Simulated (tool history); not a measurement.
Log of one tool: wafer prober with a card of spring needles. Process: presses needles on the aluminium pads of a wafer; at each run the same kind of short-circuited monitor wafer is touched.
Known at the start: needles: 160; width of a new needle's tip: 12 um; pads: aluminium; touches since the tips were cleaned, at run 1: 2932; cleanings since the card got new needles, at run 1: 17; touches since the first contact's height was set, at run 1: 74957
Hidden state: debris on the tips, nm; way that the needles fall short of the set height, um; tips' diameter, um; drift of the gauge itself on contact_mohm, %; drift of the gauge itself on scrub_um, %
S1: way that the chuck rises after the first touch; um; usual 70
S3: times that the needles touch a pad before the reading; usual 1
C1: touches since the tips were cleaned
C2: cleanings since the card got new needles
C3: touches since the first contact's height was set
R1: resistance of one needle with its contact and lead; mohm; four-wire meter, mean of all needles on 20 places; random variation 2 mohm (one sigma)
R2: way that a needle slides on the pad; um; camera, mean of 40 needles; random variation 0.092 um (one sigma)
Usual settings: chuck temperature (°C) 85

{"run": 1, "hour": 0.0, "S1": 70, "chuck temperature (°C)": 85, "S3": 1, "C1": 2932, "C2": 17, "C3": 74957, "R1": 259, "R2": 15.24}
{"hour": 3.6, "done": "tips cleaned on abrasive film"}
{"run": 2, "hour": 7.4, "S1": 70, "chuck temperature (°C)": 43, "S3": 1, "C1": 1000, "C2": 18, "C3": 76869, "R1": 228, "R2": 15.2}
{"run": 3, "hour": 17.6, "S1": 70, "chuck temperature (°C)": 43, "S3": 1, "C1": 3666, "C2": 18, "C3": 79535, "R1": 261, "R2": 15.25}
{"hour": 18.2, "done": "tips cleaned on abrasive film"}
{"run": 4, "hour": 22.4, "S1": 70, "chuck temperature (°C)": 43, "S3": 1, "C1": 1102, "C2": 19, "C3": 80764, "R1": 234, "R2": 15.09}
{"run": 5, "hour": 29.9, "S1": 70, "chuck temperature (°C)": 43, "S3": 1, "C1": 3049, "C2": 19, "C3": 82711, "R1": 251, "R2": 15.26}
{"hour": 32.7, "done": "tips cleaned on abrasive film"}
{"run": 6, "hour": 37.1, "S1": 70, "chuck temperature (°C)": 43, "S3": 1, "C1": 1150, "C2": 20, "C3": 84561, "R1": 233, "R2": 15.13}
{"run": 7, "hour": 43.4, "S1": 82, "chuck temperature (°C)": 55, "S3": 2, "C1": 2792, "C2": 20, "C3": 86203, "R1": 231, "R2": 17.8}
{"hour": 47.1, "done": "tips cleaned on abrasive film"}
{"run": 8, "hour": 52.5, "S1": 70, "chuck temperature (°C)": 30, "S3": 3, "C1": 1409, "C2": 21, "C3": 88558, "R1": 214, "R2": 15.22}
{"run": 9, "hour": 60.6, "S1": 70, "chuck temperature (°C)": 30, "S3": 3, "C1": 3525, "C2": 21, "C3": 90674, "R1": 225, "R2": 15.22}
{"hour": 61.5, "done": "tips cleaned on abrasive film"}
{"run": 10, "hour": 71.1, "S1": 70, "chuck temperature (°C)": 78, "S3": 1, "C1": 2506, "C2": 22, "C3": 93410, "R1": 253, "R2": 15.22}
{"hour": 75.9, "done": "tips cleaned on abrasive film"}
{"run": 11, "hour": 76.4, "S1": 70, "chuck temperature (°C)": 92, "S3": 2, "C1": 114, "C2": 23, "C3": 94747, "R1": 221, "R2": 15.16}
{"run": 12, "hour": 85.8, "S1": 70, "chuck temperature (°C)": 29, "S3": 3, "C1": 2593, "C2": 23, "C3": 97226, "R1": 223, "R2": 15.15}

Hidden state or all else? Some run-to-run changes of R1, split into what the settings, what came in and random variation would give without the hidden state, and what is left for the hidden state (with any gauge scatter that isn't in both results):
Run 2 -> 3: no setting changed, nothing entered. R1 +33 mohm: hidden state +34, all else -1.
Run 10 -> 11: chuck temperature (°C) 78 -> 92, S3 1 -> 2, tips cleaned on abrasive film. R1 -32 mohm: hidden state -37, all else +5.

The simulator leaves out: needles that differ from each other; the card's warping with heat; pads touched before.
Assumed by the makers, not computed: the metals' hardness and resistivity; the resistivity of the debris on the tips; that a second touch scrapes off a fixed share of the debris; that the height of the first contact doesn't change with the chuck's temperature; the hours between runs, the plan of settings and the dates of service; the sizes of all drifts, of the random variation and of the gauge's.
